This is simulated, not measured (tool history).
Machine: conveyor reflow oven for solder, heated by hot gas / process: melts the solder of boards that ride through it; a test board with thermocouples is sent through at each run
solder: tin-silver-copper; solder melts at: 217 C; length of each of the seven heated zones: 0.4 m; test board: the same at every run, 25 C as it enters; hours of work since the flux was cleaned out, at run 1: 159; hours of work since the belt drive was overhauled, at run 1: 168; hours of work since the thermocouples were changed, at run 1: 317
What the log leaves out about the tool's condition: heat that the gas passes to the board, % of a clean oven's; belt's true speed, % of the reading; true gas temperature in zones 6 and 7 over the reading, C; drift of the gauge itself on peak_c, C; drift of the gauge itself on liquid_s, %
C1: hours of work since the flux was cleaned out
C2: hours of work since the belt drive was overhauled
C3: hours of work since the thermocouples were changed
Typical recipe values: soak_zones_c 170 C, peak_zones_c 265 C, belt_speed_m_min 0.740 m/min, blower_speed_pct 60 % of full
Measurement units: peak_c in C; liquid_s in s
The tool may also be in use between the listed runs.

Run 1, hour 0.0: usual settings; C1 159; C2 168; C3 317. Result: peak_c 244.4 C, liquid_s 41.4 s.
Run 2, hour 9.3: usual settings; C1 164; C2 174; C3 323. Result: peak_c 244.4 C, liquid_s 41.1 s.
Run 3, hour 17.0: usual settings but belt_speed_m_min 0.765 m/min; C1 169; C2 178; C3 327. Result: peak_c 243.3 C, liquid_s 38.5 s.
Run 4, hour 23.5: usual settings but blower_speed_pct 64 % of full; C1 172; C2 182; C3 331. Result: peak_c 245.5 C, liquid_s 42.2 s.
Run 5, hour 28.0: usual settings but blower_speed_pct 64 % of full; C1 175; C2 184; C3 333. Result: peak_c 245.8 C, liquid_s 42.5 s.
Run 6, hour 35.4: usual settings but blower_speed_pct 64 % of full; C1 179; C2 188; C3 338. Result: peak_c 245.3 C, liquid_s 41.8 s.
Run 7, hour 39.4: usual settings but blower_speed_pct 64 % of full; C1 181; C2 191; C3 340. Result: peak_c 245.4 C, liquid_s 42.1 s.
Run 8, hour 48.4: usual settings but blower_speed_pct 64 % of full; C1 186; C2 196; C3 345. Result: peak_c 245.7 C, liquid_s 42.4 s.
Run 9, hour 52.2: usual settings; C1 189; C2 198; C3 347. Result: peak_c 244.0 C, liquid_s 41.0 s.
Run 10, hour 61.4: usual settings; C1 194; C2 203; C3 353. Result: peak_c 244.2 C, liquid_s 40.6 s.
Run 11, hour 66.2: usual settings; C1 197; C2 206; C3 355. Result: peak_c 244.0 C, liquid_s 41.0 s.
Run 12, hour 70.5: usual settings; C1 199; C2 209; C3 358. Result: peak_c 244.1 C, liquid_s 40.6 s.
Run 13, hour 77.5: usual settings but blower_speed_pct 58 % of full; C1 203; C2 213; C3 362. Result: peak_c 243.7 C, liquid_s 40.0 s.
Run 14, hour 84.7: usual settings but blower_speed_pct 58 % of full; C1 207; C2 217; C3 366. Result: peak_c 243.4 C, liquid_s 40.1 s.
Run 15, hour 91.8: usual settings but blower_speed_pct 58 % of full; C1 211; C2 221; C3 370. Result: peak_c 243.4 C, liquid_s 39.8 s.
Run 16, hour 98.9: usual settings; C1 215; C2 225; C3 374. Result: peak_c 243.9 C, liquid_s 40.7 s.
Run 17, hour 105.4: usual settings but soak_zones_c 172 C, peak_zones_c 270 C, belt_speed_m_min 0.630 m/min, blower_speed_pct 72 % of full; C1 219; C2 228; C3 378. Result: peak_c 256.9 C, liquid_s 60.7 s.
Run 18, hour 109.5: usual settings but peak_zones_c 274 C, belt_speed_m_min 0.876 m/min; C1 221; C2 231; C3 380. Result: peak_c 244.5 C, liquid_s 33.0 s.
Run 19, hour 114.5: usual settings but peak_zones_c 260 C, blower_speed_pct 54 % of full; C1 224; C2 234; C3 383. Result: peak_c 237.8 C, liquid_s 34.6 s.
Run 20, hour 121.5: usual settings but peak_zones_c 274 C, belt_speed_m_min 0.783 m/min, blower_speed_pct 75 % of full; C1 228; C2 238; C3 387. Result: peak_c 253.9 C, liquid_s 45.3 s.
Run 21, hour 129.7: usual settings but peak_zones_c 274 C, belt_speed_m_min 0.783 m/min, blower_speed_pct 75 % of full; C1 233; C2 242; C3 392. Result: peak_c 253.9 C, liquid_s 45.3 s.
Run 22, hour 137.1: usual settings but peak_zones_c 254 C, belt_speed_m_min 0.629 m/min, blower_speed_pct 75 % of full; C1 237; C2 247; C3 396. Result: peak_c 242.8 C, liquid_s 50.7 s.
Run 23, hour 146.2: usual settings but peak_zones_c 254 C, belt_speed_m_min 0.629 m/min, blower_speed_pct 75 % of full; C1 242; C2 252; C3 401. Result: peak_c 242.8 C, liquid_s 50.3 s.
Run 24, hour 154.5: usual settings but soak_zones_c 162 C, peak_zones_c 264 C, belt_speed_m_min 0.771 m/min, blower_speed_pct 69 % of full; C1 247; C2 257; C3 406. Result: peak_c 242.6 C, liquid_s 36.4 s.
Run 25, hour 159.1: usual settings but peak_zones_c 257 C, belt_speed_m_min 0.823 m/min, blower_speed_pct 63 % of full; C1 250; C2 259; C3 408. Result: peak_c 234.5 C, liquid_s 27.8 s.
Run 26, hour 166.3: usual settings but soak_zones_c 169 C, peak_zones_c 259 C, belt_speed_m_min 0.798 m/min; C1 254; C2 263; C3 413. Result: peak_c 235.8 C, liquid_s 29.8 s.
Run 27, hour 173.9: usual settings but soak_zones_c 169 C, peak_zones_c 267 C, belt_speed_m_min 0.759 m/min; C1 258; C2 268; C3 417. Result: peak_c 244.3 C, liquid_s 39.1 s.
Run 28, hour 182.4: usual settings but soak_zones_c 169 C, peak_zones_c 267 C, belt_speed_m_min 0.759 m/min; C1 263; C2 273; C3 422. Result: peak_c 244.0 C, liquid_s 39.2 s.
Run 29, hour 189.6: usual settings but soak_zones_c 159 C, peak_zones_c 280 C, belt_speed_m_min 0.759 m/min; C1 267; C2 277; C3 426. Result: peak_c 252.5 C, liquid_s 42.8 s.
Run 30, hour 193.7: usual settings but soak_zones_c 159 C, peak_zones_c 280 C, belt_speed_m_min 0.759 m/min; C1 270; C2 279; C3 428. Result: peak_c 252.8 C, liquid_s 42.4 s.
Run 31, hour 202.7: usual settings but soak_zones_c 176 C, peak_zones_c 276 C, belt_speed_m_min 0.737 m/min, blower_speed_pct 87 % of full; C1 275; C2 284; C3 433. Result: peak_c 260.8 C, liquid_s 54.6 s.
Run 32, hour 211.5: usual settings but soak_zones_c 168 C, peak_zones_c 273 C, belt_speed_m_min 0.647 m/min; C1 280; C2 289; C3 438. Result: peak_c 254.7 C, liquid_s 55.5 s.

Alternative continuations, all from the tool just after run 32; predict every row:
Run A, hour 219.0: usual settings but soak_zones_c 176 C, blower_speed_pct 75 % of full; C1 284; C2 293; C3 443. Result: peak_c ?, liquid_s ?.
Run B, hour 219.0: usual settings but soak_zones_c 163 C, peak_zones_c 273 C, belt_speed_m_min 0.609 m/min; C1 284; C2 293; C3 443. Result: peak_c ?, liquid_s ?.
Run C, hour 219.0: usual settings but peak_zones_c 277 C; C1 284; C2 293; C3 443. Result: peak_c ?, liquid_s ?.

run  peak_c  liquid_s
  A   248.5      47.6
  B   255.8      58.3
  C   253.6      47.2
Without the tool's unlogged condition, the same runs would have read:
run  peak_c  liquid_s
  A   251.0      49.1
  B   258.2      59.7
  C   256.2      48.6
